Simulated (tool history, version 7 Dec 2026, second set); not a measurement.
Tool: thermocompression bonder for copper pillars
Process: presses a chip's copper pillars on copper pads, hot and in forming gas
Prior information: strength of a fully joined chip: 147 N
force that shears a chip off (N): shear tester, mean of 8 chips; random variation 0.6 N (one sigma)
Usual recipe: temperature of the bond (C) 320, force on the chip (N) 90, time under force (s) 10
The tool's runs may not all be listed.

run   hour  temperature of the bond (C)  force on the chip (N)  time under force (s)  force that shears a chip off (N)
  1    0.0                          320                     90                    10                              51.4
  2    9.9                          320                     90                    10                              51.4
  3   18.3                          320                     90                    10                              50.5
  4   24.2                          297                     90                    10                              35.1
  5   33.9                          297                     90                    10                              35.0
  6   43.9                          297                     90                    10                              34.7
  7   53.9                          327                     90                    10                              55.3
  8   64.3                          327                     90                    21                              71.9
  9   73.1                          327                     90                    21                              72.3
 10   82.5                          327                     90                    21                              72.2
 11   90.5                          304                     90                    10                              38.9
 12   98.0                          320                     62                    10                              38.1
 13  105.8                          320                     62                    10                              38.7
 14  110.1                          320                     62                    10                              38.6
 15  114.6                          320                     62                    10                              39.3
 16  120.0                          320                     62                    10                              38.8
 17  126.0                          320                     90                     8                              44.8
 18  133.1                          320                     90                     8                              44.4
 19  139.8                          320                     90                    10                              48.3
 20  147.2                          320                    124                    10                              58.1
 21  157.1                          346                    124                    10                              79.4
 22  163.0                          338                     99                     6                              51.9
 23  169.8                          320                     88                    16                              56.2
 24  178.9                          320                     88                    16                              56.6
 25  184.5                          320                     88                    16                              55.7
 26  190.5                          345                     90                    20                              81.2
 27  200.5                          339                     90                    20                              75.9
 28  209.8                          348                    112                     8                              69.6
 29  219.5                          348                    112                     8                              70.1
 30  228.5                          329                    107                    13                              64.1
 31  234.7                          333                     58                    13                              48.2
     239.9  -- forming gas filter changed
 32  240.2                          342                     58                    13                              59.9

Forecast run 33:
 33  249.7                          320                     78                    23                                 ?

force that shears a chip off (N): 65.8
If the tool had no hidden condition, the same run with the same run-to-run variation would have returned force that shears a chip off (N) 67.0.
